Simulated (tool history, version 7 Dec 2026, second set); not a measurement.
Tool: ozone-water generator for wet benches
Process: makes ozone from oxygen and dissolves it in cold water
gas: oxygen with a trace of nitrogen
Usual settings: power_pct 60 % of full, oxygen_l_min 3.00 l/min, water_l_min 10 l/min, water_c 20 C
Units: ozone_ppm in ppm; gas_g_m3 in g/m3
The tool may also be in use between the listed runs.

run	day	power_pct	oxygen_l_min	water_l_min	water_c	ozone_ppm	gas_g_m3
1	0.000	60	3.00	10	20	15.3	127.1
2	0.933	60	4.31	10	20	15.5	107.3
3	1.996	60	4.31	10	20	15.7	107.1
4	3.038	60	4.31	10	20	15.4	107.0
5	3.983	60	4.31	10	20	15.6	106.0
6	4.783	60	3.00	10	20	15.3	127.4
7	6.075	60	3.00	10	20	15.6	128.1
8	7.367	60	4.94	16	20	11.5	102.1
9	8.754	60	4.94	16	20	11.7	101.4

Forecast run 10:
10	9.567	60	4.94	16	20	?	?

Run 10 gave ozone_ppm 11.5 ppm, gas_g_m3 100.6 g/m3.
Without the tool's hidden state the same run would have given ozone_ppm 11.5 ppm, gas_g_m3 100.6 g/m3.

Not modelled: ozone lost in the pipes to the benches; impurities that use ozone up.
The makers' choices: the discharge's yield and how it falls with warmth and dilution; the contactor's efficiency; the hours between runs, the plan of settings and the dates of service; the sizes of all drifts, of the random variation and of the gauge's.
